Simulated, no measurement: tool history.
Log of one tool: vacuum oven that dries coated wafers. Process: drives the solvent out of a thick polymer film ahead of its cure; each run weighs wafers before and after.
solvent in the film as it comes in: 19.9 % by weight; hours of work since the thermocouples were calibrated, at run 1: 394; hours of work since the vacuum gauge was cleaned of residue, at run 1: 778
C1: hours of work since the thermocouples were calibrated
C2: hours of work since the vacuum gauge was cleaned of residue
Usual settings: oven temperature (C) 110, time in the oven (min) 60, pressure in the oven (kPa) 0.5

Run 1, hour 0: usual settings; C1 394; C2 778. Result: solvent left in the film (%) 3.35.
Run 2, hour 51: usual settings but oven temperature (C) 111; C1 422; C2 806. Result: solvent left in the film (%) 3.01.
Run 3, hour 76.7: usual settings but oven temperature (C) 111; C1 436; C2 819. Result: solvent left in the film (%) 2.99.
Run 4, hour 121.6: usual settings; C1 460; C2 844. Result: solvent left in the film (%) 3.31.
Run 5, hour 150.7: usual settings; C1 476; C2 859. Result: solvent left in the film (%) 3.26.
Run 6, hour 201.9: usual settings but pressure in the oven (kPa) 0.293; C1 503; C2 887. Result: solvent left in the film (%) 3.31.
Run 7, hour 246.3: usual settings but pressure in the oven (kPa) 0.293; C1 527; C2 911. Result: solvent left in the film (%) 3.26.
Run 8, hour 292.3: usual settings but pressure in the oven (kPa) 0.293; C1 552; C2 935. Result: solvent left in the film (%) 3.25.
Run 9, hour 318.1: usual settings but pressure in the oven (kPa) 0.293; C1 566; C2 949. Result: solvent left in the film (%) 3.27.
Run 10, hour 358.5: usual settings but pressure in the oven (kPa) 0.293; C1 588; C2 971. Result: solvent left in the film (%) 3.27.
Run 11, hour 406.6: usual settings but pressure in the oven (kPa) 0.293; C1 613; C2 997. Result: solvent left in the film (%) 3.28.
Run 12, hour 456.6: usual settings but pressure in the oven (kPa) 0.293; C1 640; C2 1024. Result: solvent left in the film (%) 3.26.
Run 13, hour 507.1: usual settings but time in the oven (min) 53; C1 668; C2 1051. Result: solvent left in the film (%) 3.95.
Run 14, hour 558.4: usual settings but time in the oven (min) 53; C1 695; C2 1079. Result: solvent left in the film (%) 3.88.
Run 15, hour 608.6: usual settings but time in the oven (min) 53; C1 722; C2 1106. Result: solvent left in the film (%) 3.96.
Run 16, hour 659.7: usual settings but time in the oven (min) 45, pressure in the oven (kPa) 1.005; C1 750; C2 1133. Result: solvent left in the film (%) 4.95.
Run 17, hour 703.1: usual settings but oven temperature (C) 117, time in the oven (min) 45, pressure in the oven (kPa) 0.383; C1 773; C2 1157. Result: solvent left in the film (%) 2.54.
Run 18, hour 750.6: usual settings but oven temperature (C) 117, time in the oven (min) 45, pressure in the oven (kPa) 0.383; C1 799; C2 1182. Result: solvent left in the film (%) 2.54.
Run 19, hour 785.8: usual settings but oven temperature (C) 104, time in the oven (min) 101, pressure in the oven (kPa) 0.512; C1 818; C2 1201. Result: solvent left in the film (%) 2.64.
Run 20, hour 820.1: usual settings but oven temperature (C) 104, time in the oven (min) 101, pressure in the oven (kPa) 0.512; C1 836; C2 1220. Result: solvent left in the film (%) 2.63.
Run 21, hour 859.3: usual settings but oven temperature (C) 124, time in the oven (min) 53, pressure in the oven (kPa) 1.273; C1 857; C2 1241. Result: solvent left in the film (%) 0.75.
Run 22, hour 905.3: usual settings but oven temperature (C) 124, time in the oven (min) 53, pressure in the oven (kPa) 1.273; C1 882; C2 1265. Result: solvent left in the film (%) 0.8.
Run 23, hour 932: usual settings but time in the oven (min) 41, pressure in the oven (kPa) 0.757; C1 896; C2 1280. Result: solvent left in the film (%) 5.36.
Run 24, hour 980.8: usual settings but oven temperature (C) 96, time in the oven (min) 35, pressure in the oven (kPa) 0.616; C1 923; C2 1306. Result: solvent left in the film (%) 11.19.
Run 25, hour 1022.8: usual settings but oven temperature (C) 103, time in the oven (min) 78, pressure in the oven (kPa) 0.851; C1 945; C2 1329. Result: solvent left in the film (%) 4.37.
Run 26, hour 1050.7: usual settings but oven temperature (C) 107, time in the oven (min) 86, pressure in the oven (kPa) 0.396; C1 960; C2 1344. Result: solvent left in the film (%) 2.39.
Run 27, hour 1091.3: usual settings but time in the oven (min) 32, pressure in the oven (kPa) 1.631; C1 982; C2 1366. Result: solvent left in the film (%) 6.94.
Run 28, hour 1124.3: usual settings but time in the oven (min) 32, pressure in the oven (kPa) 1.631; C1 1000; C2 1383. Result: solvent left in the film (%) 6.97.
Run 29, hour 1154.8: usual settings but oven temperature (C) 121, time in the oven (min) 93, pressure in the oven (kPa) 1.631; C1 1016; C2 1400. Result: solvent left in the film (%) 0.39.

4 ways to go on from here, each from the tool as it stands after run 29. What would each give?
Run A, hour 1192.5: usual settings but oven temperature (C) 121, time in the oven (min) 93, pressure in the oven (kPa) 1.692; C1 1037; C2 1420. Result: solvent left in the film (%) ?.
Run B, hour 1192.5: usual settings but oven temperature (C) 123, time in the oven (min) 62, pressure in the oven (kPa) 0.934; C1 1037; C2 1420. Result: solvent left in the film (%) ?.
Run C, hour 1192.5: usual settings but oven temperature (C) 123, time in the oven (min) 93, pressure in the oven (kPa) 1.631; C1 1037; C2 1420. Result: solvent left in the film (%) ?.
Run D, hour 1192.5: usual settings but oven temperature (C) 121, time in the oven (min) 75, pressure in the oven (kPa) 1.631; C1 1037; C2 1420. Result: solvent left in the film (%) ?.

run  solvent left in the film (%)
  A                           0.5
  B                          0.58
  C                          0.39
  D                          0.62
Without the tool's hidden state the same runs would have given:
run  solvent left in the film (%)
  A                          0.49
  B                          0.62
  C                          0.37
  D                          0.65
